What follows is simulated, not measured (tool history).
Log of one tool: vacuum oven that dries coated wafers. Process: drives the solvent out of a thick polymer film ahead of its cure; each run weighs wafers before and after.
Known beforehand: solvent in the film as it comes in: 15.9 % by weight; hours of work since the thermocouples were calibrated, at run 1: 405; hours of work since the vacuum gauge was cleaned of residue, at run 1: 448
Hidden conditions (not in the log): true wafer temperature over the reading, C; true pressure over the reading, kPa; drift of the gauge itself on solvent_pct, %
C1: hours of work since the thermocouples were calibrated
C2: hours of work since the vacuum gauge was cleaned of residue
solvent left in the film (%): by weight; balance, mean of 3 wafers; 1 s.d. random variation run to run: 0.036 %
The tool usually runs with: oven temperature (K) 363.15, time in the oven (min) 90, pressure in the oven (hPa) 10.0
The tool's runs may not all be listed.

{"run": 1, "hour": 0.0, "oven temperature (K)": 363.15, "time in the oven (min)": 90, "pressure in the oven (hPa)": 10.0, "C1": 405, "C2": 448, "solvent left in the film (%)": 1.94}
{"run": 2, "hour": 32.9, "oven temperature (K)": 363.15, "time in the oven (min)": 90, "pressure in the oven (hPa)": 10.0, "C1": 423, "C2": 466, "solvent left in the film (%)": 2.05}
{"run": 3, "hour": 57.6, "oven temperature (K)": 363.15, "time in the oven (min)": 90, "pressure in the oven (hPa)": 10.0, "C1": 437, "C2": 480, "solvent left in the film (%)": 1.97}
{"run": 4, "hour": 76.1, "oven temperature (K)": 363.15, "time in the oven (min)": 90, "pressure in the oven (hPa)": 10.0, "C1": 447, "C2": 490, "solvent left in the film (%)": 1.98}
{"run": 5, "hour": 100.3, "oven temperature (K)": 363.15, "time in the oven (min)": 90, "pressure in the oven (hPa)": 10.0, "C1": 460, "C2": 504, "solvent left in the film (%)": 2.02}
{"run": 6, "hour": 125.9, "oven temperature (K)": 363.15, "time in the oven (min)": 90, "pressure in the oven (hPa)": 10.0, "C1": 474, "C2": 518, "solvent left in the film (%)": 1.96}
{"run": 7, "hour": 157.7, "oven temperature (K)": 363.15, "time in the oven (min)": 90, "pressure in the oven (hPa)": 14.2, "C1": 492, "C2": 536, "solvent left in the film (%)": 2.09}
{"run": 8, "hour": 195.6, "oven temperature (K)": 363.15, "time in the oven (min)": 46, "pressure in the oven (hPa)": 10.0, "C1": 513, "C2": 557, "solvent left in the film (%)": 4.86}
{"run": 9, "hour": 232.6, "oven temperature (K)": 366.15, "time in the oven (min)": 90, "pressure in the oven (hPa)": 10.0, "C1": 534, "C2": 577, "solvent left in the film (%)": 1.36}
{"run": 10, "hour": 275.0, "oven temperature (K)": 363.15, "time in the oven (min)": 90, "pressure in the oven (hPa)": 32.6, "C1": 557, "C2": 601, "solvent left in the film (%)": 2.71}
{"run": 11, "hour": 311.4, "oven temperature (K)": 363.15, "time in the oven (min)": 90, "pressure in the oven (hPa)": 32.6, "C1": 578, "C2": 621, "solvent left in the film (%)": 2.68}
{"run": 12, "hour": 351.2, "oven temperature (K)": 363.15, "time in the oven (min)": 90, "pressure in the oven (hPa)": 10.0, "C1": 600, "C2": 643, "solvent left in the film (%)": 1.97}
{"run": 13, "hour": 391.3, "oven temperature (K)": 363.15, "time in the oven (min)": 90, "pressure in the oven (hPa)": 10.0, "C1": 622, "C2": 665, "solvent left in the film (%)": 1.95}
{"run": 14, "hour": 422.0, "oven temperature (K)": 353.15, "time in the oven (min)": 95, "pressure in the oven (hPa)": 11.3, "C1": 639, "C2": 682, "solvent left in the film (%)": 4.73}
{"run": 15, "hour": 460.4, "oven temperature (K)": 353.15, "time in the oven (min)": 95, "pressure in the oven (hPa)": 11.3, "C1": 660, "C2": 704, "solvent left in the film (%)": 4.72}
{"hour": 487.3, "done": "oven's thermocouples calibrated"}
{"run": 16, "hour": 498.3, "oven temperature (K)": 353.15, "time in the oven (min)": 95, "pressure in the oven (hPa)": 11.3, "C1": 6, "C2": 724, "solvent left in the film (%)": 4.84}
{"run": 17, "hour": 520.7, "oven temperature (K)": 352.15, "time in the oven (min)": 49, "pressure in the oven (hPa)": 22.8, "C1": 19, "C2": 736, "solvent left in the film (%)": 8.32}
{"run": 18, "hour": 562.2, "oven temperature (K)": 362.15, "time in the oven (min)": 90, "pressure in the oven (hPa)": 6.8, "C1": 42, "C2": 759, "solvent left in the film (%)": 2.09}
{"run": 19, "hour": 593.1, "oven temperature (K)": 363.15, "time in the oven (min)": 113, "pressure in the oven (hPa)": 18.6, "C1": 59, "C2": 776, "solvent left in the film (%)": 1.64}
{"run": 20, "hour": 617.5, "oven temperature (K)": 363.15, "time in the oven (min)": 152, "pressure in the oven (hPa)": 15.5, "C1": 72, "C2": 790, "solvent left in the film (%)": 0.92}
{"run": 21, "hour": 648.4, "oven temperature (K)": 363.15, "time in the oven (min)": 152, "pressure in the oven (hPa)": 15.5, "C1": 89, "C2": 807, "solvent left in the film (%)": 0.95}
{"run": 22, "hour": 684.6, "oven temperature (K)": 377.15, "time in the oven (min)": 98, "pressure in the oven (hPa)": 10.0, "C1": 110, "C2": 827, "solvent left in the film (%)": 0.25}
{"run": 23, "hour": 709.1, "oven temperature (K)": 377.15, "time in the oven (min)": 98, "pressure in the oven (hPa)": 10.0, "C1": 123, "C2": 841, "solvent left in the film (%)": 0.24}
{"run": 24, "hour": 745.7, "oven temperature (K)": 363.15, "time in the oven (min)": 97, "pressure in the oven (hPa)": 38.6, "C1": 144, "C2": 861, "solvent left in the film (%)": 2.62}
{"run": 25, "hour": 767.0, "oven temperature (K)": 356.15, "time in the oven (min)": 128, "pressure in the oven (hPa)": 11.0, "C1": 155, "C2": 873, "solvent left in the film (%)": 2.6}

What if the next run were any one of these 3? Each begins from the tool's condition after run 25:
{"run": "A", "hour": 812.7, "oven temperature (K)": 363.15, "time in the oven (min)": 117, "pressure in the oven (hPa)": 5.3, "C1": 181, "C2": 898, "solvent left in the film (%)": "?"}
{"run": "B", "hour": 812.7, "oven temperature (K)": 356.15, "time in the oven (min)": 128, "pressure in the oven (hPa)": 16.1, "C1": 181, "C2": 898, "solvent left in the film (%)": "?"}
{"run": "C", "hour": 812.7, "oven temperature (K)": 356.15, "time in the oven (min)": 148, "pressure in the oven (hPa)": 7.4, "C1": 181, "C2": 898, "solvent left in the film (%)": "?"}

run=A solvent_left_in_the_film_(%)=1.06
run=B solvent_left_in_the_film_(%)=2.76
run=C solvent_left_in_the_film_(%)=1.89
Stripped of hidden state, with their random variation kept, the same runs would have yielded:
run=A solvent_left_in_the_film_(%)=1.06
run=B solvent_left_in_the_film_(%)=2.76
run=C solvent_left_in_the_film_(%)=1.89
